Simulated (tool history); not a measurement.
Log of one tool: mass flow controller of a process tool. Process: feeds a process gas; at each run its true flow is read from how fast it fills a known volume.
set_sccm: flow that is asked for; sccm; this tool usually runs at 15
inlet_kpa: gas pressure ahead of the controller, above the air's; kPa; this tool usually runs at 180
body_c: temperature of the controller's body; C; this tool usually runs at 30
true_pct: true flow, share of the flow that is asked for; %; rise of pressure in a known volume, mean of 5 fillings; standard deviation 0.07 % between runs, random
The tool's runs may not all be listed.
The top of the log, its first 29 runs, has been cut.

run	hour	set_sccm	inlet_kpa	body_c	true_pct
30	4133.7	19	256	22	99.05
31	4217.9	6	144	32	98.73
32	4318.9	30	180	27	99.16
33	4500.9	15	180	37	98.01
34	4614.5	15	180	37	98.01
35	4792.2	41	180	30	98.92
36	4889.7	41	180	30	98.8
37	5046.3	13	178	30	98.55
38	5239	13	178	30	98.28
39	5352.3	6	180	30	98.13
40	5512.6	6	180	30	98.1
41	5712.9	19	239	30	97.87
# hour 5733.4: gauge calibrated
42	5807.2	19	239	30	98.95
43	5998	15	178	30	99.15
44	6140.5	15	206	37	98.39
45	6273.7	15	206	37	98.29
46	6436.6	18	149	30	99.21
47	6611.3	15	143	27	99.45

Forecast each of these 5 alternatives for the next run:
A	6715	15	187	27	?
B	6715	22	180	21	?
C	6715	15	191	39	?
D	6715	15	213	27	?
E	6715	15	229	27	?

run	true_pct
A	99.09
B	99.69
C	98.07
D	98.86
E	98.83
The same runs, with their run-to-run variation unchanged, on a tool lacking any hidden condition would have given:
run	true_pct
A	99.45
B	100.05
C	98.43
D	99.22
E	99.19
